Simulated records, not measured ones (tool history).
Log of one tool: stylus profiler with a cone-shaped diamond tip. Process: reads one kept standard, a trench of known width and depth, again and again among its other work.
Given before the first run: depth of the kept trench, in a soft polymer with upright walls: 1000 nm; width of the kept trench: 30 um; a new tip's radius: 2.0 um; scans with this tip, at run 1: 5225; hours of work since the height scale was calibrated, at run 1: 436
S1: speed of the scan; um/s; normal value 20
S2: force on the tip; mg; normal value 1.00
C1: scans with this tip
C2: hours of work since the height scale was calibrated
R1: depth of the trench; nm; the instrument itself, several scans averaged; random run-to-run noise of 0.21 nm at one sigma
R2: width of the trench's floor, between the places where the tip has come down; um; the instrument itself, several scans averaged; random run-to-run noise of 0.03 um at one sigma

Run 1, day 0.000: usual settings; C1 5225; C2 436. Result: R1 1006.43 nm, R2 25.70 um.
Run 2, day 1.404: usual settings but S2 1.23 mg; C1 5416; C2 451. Result: R1 1007.64 nm, R2 25.73 um.
Run 3, day 2.621: usual settings; C1 5580; C2 465. Result: R1 1006.86 nm, R2 25.72 um.
Run 4, day 3.608: usual settings but S1 16 um/s; C1 5715; C2 476. Result: R1 1006.76 nm, R2 25.71 um.
Run 5, day 4.571: usual settings but S1 16 um/s; C1 5845; C2 487. Result: R1 1006.75 nm, R2 25.70 um.
Run 6, day 6.308: usual settings; C1 6081; C2 507. Result: R1 1006.60 nm, R2 25.66 um.
Run 7, day 7.088: usual settings; C1 6187; C2 516. Result: R1 1006.47 nm, R2 25.56 um.
Run 8, day 8.883: usual settings; C1 6430; C2 536. Result: R1 1006.56 nm, R2 25.54 um.
Run 9, day 10.304: usual settings; C1 6623; C2 552. Result: R1 1007.07 nm, R2 25.55 um.
Run 10, day 11.492: usual settings; C1 6785; C2 566. Result: R1 1006.76 nm, R2 25.58 um.
Run 11, day 12.400: usual settings; C1 6908; C2 576. Result: R1 1006.73 nm, R2 25.55 um.
Run 12, day 13.433: usual settings but S2 1.74 mg; C1 7048; C2 588. Result: R1 1009.84 nm, R2 25.53 um.
Run 13, day 14.771: usual settings but S2 1.74 mg; C1 7230; C2 603. Result: R1 1010.05 nm, R2 25.53 um.
At day 14.933: height scale calibrated on a step standard.
Run 14, day 16.550: usual settings but S1 33 um/s, S2 1.74 mg; C1 7468; C2 18. Result: R1 1009.15 nm, R2 25.40 um.
Run 15, day 17.600: usual settings but S1 33 um/s, S2 1.74 mg; C1 7611; C2 30. Result: R1 1009.62 nm, R2 25.44 um.
Run 16, day 18.500: usual settings but S1 33 um/s, S2 1.74 mg; C1 7733; C2 40. Result: R1 1009.19 nm, R2 25.35 um.
Run 17, day 19.629: usual settings but S1 33 um/s, S2 1.74 mg; C1 7886; C2 53. Result: R1 1009.44 nm, R2 25.36 um.
Run 18, day 20.917: usual settings but S1 16 um/s, S2 0.48 mg; C1 8061; C2 68. Result: R1 1003.08 nm, R2 25.38 um.
Run 19, day 22.671: usual settings but S1 11 um/s, S2 0.48 mg; C1 8299; C2 88. Result: R1 1003.43 nm, R2 25.42 um.
Run 20, day 24.038: usual settings but S1 11 um/s, S2 0.48 mg; C1 8484; C2 103. Result: R1 1003.28 nm, R2 25.36 um.
At day 24.250: height scale calibrated on a step standard, once more.
Run 21, day 24.779: usual settings but S1 25 um/s, S2 0.74 mg; C1 8582; C2 6. Result: R1 1005.99 nm, R2 25.32 um.
Run 22, day 26.108: usual settings but S1 55 um/s, S2 0.74 mg; C1 8763; C2 21. Result: R1 1005.78 nm, R2 25.14 um.
Run 23, day 27.367: usual settings but S1 66 um/s, S2 1.59 mg; C1 8933; C2 35. Result: R1 1009.47 nm, R2 25.15 um.
Run 24, day 28.246: usual settings but S1 66 um/s, S2 1.59 mg; C1 9052; C2 45. Result: R1 1009.83 nm, R2 25.14 um.
Run 25, day 29.175: usual settings but S1 55 um/s, S2 0.38 mg; C1 9178; C2 56. Result: R1 1003.65 nm, R2 24.89 um.
Run 26, day 30.975: usual settings but S1 55 um/s, S2 1.32 mg; C1 9423; C2 76. Result: R1 1008.79 nm, R2 25.19 um.
Run 27, day 32.133: usual settings but S1 55 um/s, S2 1.32 mg; C1 9580; C2 89. Result: R1 1008.54 nm, R2 25.09 um.
Run 28, day 33.412: usual settings but S1 19 um/s, S2 0.85 mg; C1 9753; C2 104. Result: R1 1006.36 nm, R2 25.22 um.
Run 29, day 34.717: usual settings but S1 33 um/s, S2 0.35 mg; C1 9931; C2 118. Result: R1 1003.40 nm, R2 25.02 um.
Run 30, day 36.379: usual settings but S1 46 um/s, S2 2.19 mg; C1 10156; C2 137. Result: R1 1012.22 nm, R2 25.16 um.
Run 31, day 38.100: usual settings but S1 46 um/s, S2 2.19 mg; C1 10390; C2 157. Result: R1 1012.43 nm, R2 25.11 um.
Run 32, day 38.967: usual settings but S1 46 um/s, S2 2.19 mg; C1 10507; C2 166. Result: R1 1012.58 nm, R2 25.06 um.
Run 33, day 40.392: usual settings but S1 57 um/s, S2 0.82 mg; C1 10701; C2 183. Result: R1 1006.35 nm, R2 24.90 um.
Run 34, day 41.283: usual settings but S1 61 um/s, S2 1.74 mg; C1 10822; C2 193. Result: R1 1010.43 nm, R2 25.03 um.

Below, some changes in R1 between adjacent runs. For each, the amount present without the hidden state too (settings, incoming material, random variation) and the amount remaining for the hidden state with gauge scatter not shared by both compared results:
What the log doesn't record here: radius of the tip, um; height scale over the true one, %; drift of the gauge itself on depth_nm, %; drift of the gauge itself on floor_um, %.
Run 1 -> 2: S2 1.00 -> 1.23. R1 +1.21 nm: hidden state -0.03, all else +1.24.
Run 13 -> 14: S1 20 -> 33, height scale calibrated on a step standard. R1 -0.90 nm: hidden state -0.50, all else -0.40.
Run 17 -> 18: S1 33 -> 16, S2 1.74 -> 0.48. R1 -6.36 nm: hidden state -0.02, all else -6.34.
Run 20 -> 21: S1 11 -> 25, S2 0.48 -> 0.74, height scale calibrated on a step standard, once more. R1 +2.71 nm: hidden state +1.25, all else +1.46.
Run 29 -> 30: S1 33 -> 46, S2 0.35 -> 2.19. R1 +8.82 nm: hidden state -0.03, all else +8.85.
Run 32 -> 33: S1 46 -> 57, S2 2.19 -> 0.82. R1 -6.23 nm: hidden state -0.01, all else -6.22.

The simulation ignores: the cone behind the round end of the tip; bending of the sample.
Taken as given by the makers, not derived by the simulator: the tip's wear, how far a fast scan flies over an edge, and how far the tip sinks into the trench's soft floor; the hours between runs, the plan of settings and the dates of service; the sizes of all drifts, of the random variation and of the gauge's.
